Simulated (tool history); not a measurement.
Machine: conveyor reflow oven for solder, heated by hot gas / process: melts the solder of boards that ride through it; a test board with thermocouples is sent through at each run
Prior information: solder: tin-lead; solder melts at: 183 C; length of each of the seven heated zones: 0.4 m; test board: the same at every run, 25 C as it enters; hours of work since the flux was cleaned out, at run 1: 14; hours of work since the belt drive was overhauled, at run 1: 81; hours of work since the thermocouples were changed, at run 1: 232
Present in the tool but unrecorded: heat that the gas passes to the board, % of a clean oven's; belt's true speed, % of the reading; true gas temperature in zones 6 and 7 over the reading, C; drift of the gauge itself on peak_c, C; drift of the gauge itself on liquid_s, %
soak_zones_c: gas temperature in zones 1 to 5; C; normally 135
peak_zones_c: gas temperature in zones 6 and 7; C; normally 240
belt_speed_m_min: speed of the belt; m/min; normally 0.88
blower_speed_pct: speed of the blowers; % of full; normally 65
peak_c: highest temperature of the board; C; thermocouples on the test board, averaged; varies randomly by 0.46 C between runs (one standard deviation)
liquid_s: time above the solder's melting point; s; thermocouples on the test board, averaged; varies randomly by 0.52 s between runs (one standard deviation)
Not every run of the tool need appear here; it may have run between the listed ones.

run,day,soak_zones_c,peak_zones_c,belt_speed_m_min,blower_speed_pct,hours of work since the flux was cleaned out,hours of work since the belt drive was overhauled,hours of work since the thermocouples were changed,peak_c,liquid_s
1,0,135,240,0.88,65,14,81,232,219,41.3
2,1.025,135,240,0.96,65,24,91,242,217,35.6
3,2.092,135,240,0.818,65,34,102,252,221.8,45.2
4,2.979,135,240,0.88,65,43,110,261,219.1,41.4
5,3.688,135,240,0.88,65,50,117,268,218.5,39.6
6,4.833,143,240,0.88,65,61,129,279,220.6,43
7,6.338,143,240,0.88,65,76,143,294,220.2,43.3
8,7.312,143,240,0.889,66,85,153,303,219.7,42
9,8.554,143,235,0.889,76,97,165,315,220,42.3
10,9.375,143,235,0.889,76,105,173,323,218.5,42.5
11,10.283,139,234,0.855,61,114,182,332,214.1,39.7
12,11.754,135,253,0.751,65,129,196,346,235.5,57.2

Predict the results of run 13:
13,12.567,134,253,0.914,65,137,204,354,?,?

Run 13 measured peak_c 226.5 C, liquid_s 42.7 s.
Without the tool's hidden state the same run would have given peak_c 227.4 C, liquid_s 42.9 s.
